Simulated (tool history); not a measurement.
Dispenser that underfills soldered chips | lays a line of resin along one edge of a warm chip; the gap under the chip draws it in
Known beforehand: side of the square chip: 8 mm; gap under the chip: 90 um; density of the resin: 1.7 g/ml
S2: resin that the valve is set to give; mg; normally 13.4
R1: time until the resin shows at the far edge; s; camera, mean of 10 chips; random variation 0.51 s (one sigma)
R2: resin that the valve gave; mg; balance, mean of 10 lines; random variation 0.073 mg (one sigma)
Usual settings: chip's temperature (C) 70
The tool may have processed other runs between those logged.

{"run": 1, "day": 0.0, "chip's temperature (C)": 70, "S2": 13.4, "R1": 63.6, "R2": 13.31}
{"day": 0.1, "done": "new syringe of resin"}
{"run": 2, "day": 0.142, "chip's temperature (C)": 79, "S2": 13.4, "R1": 28.7, "R2": 13.23}
{"run": 3, "day": 0.396, "chip's temperature (C)": 79, "S2": 13.4, "R1": 37.7, "R2": 13.21}
{"day": 0.521, "done": "new syringe of resin"}
{"run": 4, "day": 0.642, "chip's temperature (C)": 70, "S2": 13.5, "R1": 47.9, "R2": 13.36}
{"run": 5, "day": 0.862, "chip's temperature (C)": 70, "S2": 13.5, "R1": 63.5, "R2": 13.26}
{"day": 0.942, "done": "new syringe of resin"}
{"run": 6, "day": 1.071, "chip's temperature (C)": 70, "S2": 13.4, "R1": 49.7, "R2": 13.04}
{"run": 7, "day": 1.325, "chip's temperature (C)": 70, "S2": 13.4, "R1": 68.9, "R2": 13.1}
{"day": 1.375, "done": "new syringe of resin"}
{"run": 8, "day": 1.588, "chip's temperature (C)": 70, "S2": 13.4, "R1": 55.0, "R2": 13.07}
{"day": 1.792, "done": "new syringe of resin"}
{"run": 9, "day": 1.808, "chip's temperature (C)": 70, "S2": 13.4, "R1": 43.3, "R2": 12.82}
{"run": 10, "day": 2.096, "chip's temperature (C)": 70, "S2": 13.4, "R1": 61.2, "R2": 12.87}

Expected results for the next run?
{"day": 2.217, "done": "new syringe of resin"}
{"run": 11, "day": 2.267, "chip's temperature (C)": 78, "S2": 13.4, "R1": "?", "R2": "?"}

Run 11 measured R1 29.2 s, R2 12.91 mg.
If the tool had no hidden condition, the same run with the same run-to-run variation would have returned R1 26.8 s, R2 13.44 mg.
